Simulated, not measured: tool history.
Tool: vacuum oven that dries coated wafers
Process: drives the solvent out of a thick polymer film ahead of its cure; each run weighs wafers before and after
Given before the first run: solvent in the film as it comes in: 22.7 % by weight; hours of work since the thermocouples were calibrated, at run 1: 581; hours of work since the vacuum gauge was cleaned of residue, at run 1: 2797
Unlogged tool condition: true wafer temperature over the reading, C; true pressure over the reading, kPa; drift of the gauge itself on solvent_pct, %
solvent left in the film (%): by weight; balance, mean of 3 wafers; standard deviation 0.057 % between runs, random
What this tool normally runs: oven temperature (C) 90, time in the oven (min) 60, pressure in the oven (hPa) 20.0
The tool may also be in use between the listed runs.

| run | day | oven temperature (C) | time in the oven (min) | pressure in the oven (hPa) | hours of work since the thermocouples were calibrated | hours of work since the vacuum gauge was cleaned of residue | solvent left in the film (%) |
|---|---|---|---|---|---|---|---|
| 1 | 0.000 | 90 | 60 | 20.0 | 581 | 2797 | 3.69 |
| 2 | 2.029 | 90 | 60 | 20.0 | 615 | 2831 | 3.62 |
| 3 | 5.225 | 90 | 60 | 20.0 | 669 | 2885 | 3.60 |
|  | 8.425 | oven's thermocouples calibrated |
| 4 | 8.879 | 90 | 60 | 20.0 | 8 | 2945 | 3.41 |
| 5 | 11.254 | 90 | 60 | 39.9 | 48 | 2985 | 5.39 |
| 6 | 15.388 | 90 | 60 | 20.0 | 117 | 3054 | 3.34 |
|  | 16.812 | vacuum gauge cleaned of residue and calibrated |
| 7 | 18.238 | 77 | 60 | 20.0 | 164 | 24 | 7.65 |
| 8 | 21.971 | 90 | 60 | 54.7 | 227 | 87 | 6.45 |
| 9 | 24.096 | 90 | 91 | 54.7 | 262 | 122 | 6.12 |
| 10 | 27.450 | 103 | 50 | 36.7 | 319 | 179 | 2.58 |
| 11 | 30.654 | 93 | 37 | 38.9 | 373 | 233 | 5.27 |
| 12 | 33.100 | 93 | 37 | 38.9 | 414 | 274 | 5.10 |
| 13 | 36.667 | 85 | 36 | 79.9 | 474 | 334 | 13.23 |
| 14 | 38.712 | 101 | 45 | 13.4 | 508 | 368 | 1.15 |
| 15 | 42.188 | 85 | 31 | 68.3 | 567 | 427 | 12.73 |
| 16 | 44.029 | 103 | 73 | 20.0 | 598 | 458 | 1.47 |
| 17 | 48.342 | 90 | 32 | 17.3 | 670 | 530 | 5.13 |
| 18 | 50.858 | 90 | 32 | 17.3 | 712 | 572 | 5.34 |

Hidden condition of the tool, last listed run before each entry between runs versus first listed run after:
After run 3, before run 4: oven's thermocouples calibrated (day 8.425)
  true wafer temperature over the reading, C: -1.14 -> 0.03; true pressure over the reading, kPa: 0.597 -> 0.61
  what was measured, less what the result would be without the hidden state, solvent left in the film (%): +0.89 -> +0.64
After run 6, before run 7: vacuum gauge cleaned of residue and calibrated (day 16.812)
  true wafer temperature over the reading, C: -0.14 -> -0.21; true pressure over the reading, kPa: 0.632 -> 0.015
  what was measured, less what the result would be without the hidden state, solvent left in the film (%): +0.69 -> +0.12
